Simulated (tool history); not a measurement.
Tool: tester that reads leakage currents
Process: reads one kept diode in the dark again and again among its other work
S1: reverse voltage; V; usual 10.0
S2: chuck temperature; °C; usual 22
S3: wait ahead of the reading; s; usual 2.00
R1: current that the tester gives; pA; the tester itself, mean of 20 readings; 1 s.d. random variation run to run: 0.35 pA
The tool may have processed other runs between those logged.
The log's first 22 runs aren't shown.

| run | hour | S1 | S2 | S3 | R1 |
|---|---|---|---|---|---|
| 23 | 1912.1 | 4.0 | 43 | 1.20 | 421.79 |
| 24 | 2006.2 | 16.1 | 40 | 2.00 | 662.10 |
| 25 | 2114.7 | 7.2 | 42 | 9.55 | 519.69 |
|  | 2156.3 | tester calibrated |
| 26 | 2207.6 | 2.7 | 24 | 2.00 | 72.99 |
| 27 | 2286.0 | 6.1 | 55 | 2.24 | 1213.18 |
|  | 2376.7 | chuck's temperature calibrated |
| 28 | 2393.4 | 10.0 | 27 | 1.11 | 194.95 |
| 29 | 2508.7 | 6.0 | 57 | 4.04 | 1446.33 |
| 30 | 2608.2 | 3.0 | 22 | 2.00 | 69.41 |
|  | 2670.5 | probe card cleaned and baked |
| 31 | 2705.9 | 3.0 | 22 | 2.00 | 62.92 |
| 32 | 2765.1 | 5.2 | 51 | 0.60 | 857.80 |
| 33 | 2877.7 | 5.2 | 51 | 0.60 | 855.65 |
| 34 | 2947.6 | 17.4 | 36 | 2.00 | 480.72 |
| 35 | 3003.1 | 17.4 | 36 | 2.00 | 480.37 |
| 36 | 3084.9 | 17.4 | 36 | 2.00 | 478.73 |
| 37 | 3188.4 | 2.2 | 36 | 0.89 | 174.88 |
|  | 3256.7 | chuck's temperature calibrated |
| 38 | 3299.5 | 2.2 | 31 | 5.10 | 121.65 |
| 39 | 3418.5 | 4.6 | 37 | 1.73 | 283.85 |
| 40 | 3514.1 | 3.9 | 22 | 0.74 | 77.48 |

3 options for the next run, each taken on its own from the tool as it stands now. Forecast them:
| A | 3582.8 | 2.3 | 38 | 2.00 | ? |
| B | 3582.8 | 3.5 | 22 | 1.29 | ? |
| C | 3582.8 | 3.9 | 40 | 0.74 | ? |

| run | R1 |
|---|---|
| A | 218.72 |
| B | 72.52 |
| C | 329.57 |
With the hidden condition removed and each run's random variation left untouched, the same runs would have given:
| run | R1 |
|---|---|
| A | 216.75 |
| B | 68.54 |
| C | 325.99 |
